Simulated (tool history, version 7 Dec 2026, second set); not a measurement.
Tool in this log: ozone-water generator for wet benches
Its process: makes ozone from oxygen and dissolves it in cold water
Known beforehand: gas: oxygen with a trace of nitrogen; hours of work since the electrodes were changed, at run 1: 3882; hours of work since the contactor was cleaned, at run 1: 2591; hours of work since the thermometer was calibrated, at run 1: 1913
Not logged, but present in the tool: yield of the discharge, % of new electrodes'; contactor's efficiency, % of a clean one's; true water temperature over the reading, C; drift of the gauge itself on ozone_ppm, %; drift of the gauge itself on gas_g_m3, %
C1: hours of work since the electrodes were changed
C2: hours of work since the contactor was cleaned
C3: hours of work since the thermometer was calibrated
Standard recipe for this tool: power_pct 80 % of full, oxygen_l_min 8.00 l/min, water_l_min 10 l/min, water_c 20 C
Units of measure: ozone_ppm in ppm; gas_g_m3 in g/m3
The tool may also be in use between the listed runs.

run 1 hour=0.0 | power_pct=80 oxygen_l_min=8.00 water_l_min=10 water_c=20 | C1=3882 C2=2591 C3=1913 | ozone_ppm=46.8 gas_g_m3=290.6
run 2 hour=63.8 | power_pct=80 oxygen_l_min=8.00 water_l_min=10 water_c=20 | C1=3930 C2=2639 C3=1961 | ozone_ppm=46.6 gas_g_m3=289.0
run 3 hour=166.1 | power_pct=80 oxygen_l_min=8.00 water_l_min=10 water_c=20 | C1=4007 C2=2716 C3=2038 | ozone_ppm=47.3 gas_g_m3=290.5
run 4 hour=234.7 | power_pct=80 oxygen_l_min=8.00 water_l_min=10 water_c=20 | C1=4059 C2=2768 C3=2089 | ozone_ppm=46.8 gas_g_m3=290.8
run 5 hour=321.1 | power_pct=80 oxygen_l_min=8.00 water_l_min=10 water_c=20 | C1=4124 C2=2833 C3=2154 | ozone_ppm=47.9 gas_g_m3=288.2
run 6 hour=440.8 | power_pct=80 oxygen_l_min=8.00 water_l_min=10 water_c=20 | C1=4214 C2=2923 C3=2244 | ozone_ppm=47.3 gas_g_m3=289.3
run 7 hour=508.2 | power_pct=80 oxygen_l_min=8.00 water_l_min=10 water_c=20 | C1=4264 C2=2974 C3=2295 | ozone_ppm=47.1 gas_g_m3=284.6
run 8 hour=562.9 | power_pct=80 oxygen_l_min=8.00 water_l_min=8 water_c=20 | C1=4305 C2=3015 C3=2336 | ozone_ppm=52.4 gas_g_m3=287.6
run 9 hour=692.4 | power_pct=80 oxygen_l_min=8.00 water_l_min=8 water_c=20 | C1=4403 C2=3112 C3=2433 | ozone_ppm=52.4 gas_g_m3=287.1
run 10 hour=748.8 | power_pct=88 oxygen_l_min=8.00 water_l_min=10 water_c=20 | C1=4445 C2=3155 C3=2476 | ozone_ppm=50.5 gas_g_m3=307.6
run 11 hour=834.0 | power_pct=88 oxygen_l_min=8.00 water_l_min=10 water_c=20 | C1=4509 C2=3219 C3=2540 | ozone_ppm=50.6 gas_g_m3=304.2
run 12 hour=938.1 | power_pct=44 oxygen_l_min=8.00 water_l_min=10 water_c=20 | C1=4588 C2=3297 C3=2618 | ozone_ppm=30.1 gas_g_m3=180.6
run 13 hour=1065.3 | power_pct=44 oxygen_l_min=8.00 water_l_min=10 water_c=20 | C1=4683 C2=3393 C3=2714 | ozone_ppm=30.1 gas_g_m3=180.6
run 14 hour=1143.7 | power_pct=58 oxygen_l_min=8.00 water_l_min=10 water_c=20 | C1=4742 C2=3452 C3=2773 | ozone_ppm=36.9 gas_g_m3=222.0
run 15 hour=1232.6 | power_pct=58 oxygen_l_min=8.00 water_l_min=10 water_c=20 | C1=4809 C2=3518 C3=2840 | ozone_ppm=36.9 gas_g_m3=221.8
-- hour=1282.3 gauge calibrated
run 16 hour=1362.6 | power_pct=93 oxygen_l_min=8.00 water_l_min=10 water_c=20 | C1=4907 C2=3616 C3=2937 | ozone_ppm=53.1 gas_g_m3=321.6
run 17 hour=1480.8 | power_pct=93 oxygen_l_min=8.00 water_l_min=10 water_c=20 | C1=4996 C2=3705 C3=3026 | ozone_ppm=53.2 gas_g_m3=323.2
run 18 hour=1557.7 | power_pct=41 oxygen_l_min=10.18 water_l_min=12 water_c=17 | C1=5054 C2=3763 C3=3084 | ozone_ppm=26.0 gas_g_m3=152.5
run 19 hour=1643.0 | power_pct=54 oxygen_l_min=8.00 water_l_min=15 water_c=28 | C1=5118 C2=3827 C3=3148 | ozone_ppm=23.3 gas_g_m3=213.5
run 20 hour=1734.1 | power_pct=77 oxygen_l_min=7.29 water_l_min=9 water_c=16 | C1=5186 C2=3896 C3=3217 | ozone_ppm=54.9 gas_g_m3=293.7
run 21 hour=1859.4 | power_pct=71 oxygen_l_min=8.00 water_l_min=10 water_c=20 | C1=5280 C2=3990 C3=3311 | ozone_ppm=43.2 gas_g_m3=263.7

Run 22 is up next; what results do you expect?
run 22 hour=1985.2 | power_pct=71 oxygen_l_min=10.90 water_l_min=10 water_c=21 | C1=5375 C2=4084 C3=3406 | ozone_ppm=? gas_g_m3=?

{"run 22": {"ozone_ppm": 37.9, "gas_g_m3": 218.0}}
Were there no unlogged condition in the tool, this run, its random variation unchanged, would have produced ozone_ppm 37.9 ppm, gas_g_m3 221.7 g/m3.

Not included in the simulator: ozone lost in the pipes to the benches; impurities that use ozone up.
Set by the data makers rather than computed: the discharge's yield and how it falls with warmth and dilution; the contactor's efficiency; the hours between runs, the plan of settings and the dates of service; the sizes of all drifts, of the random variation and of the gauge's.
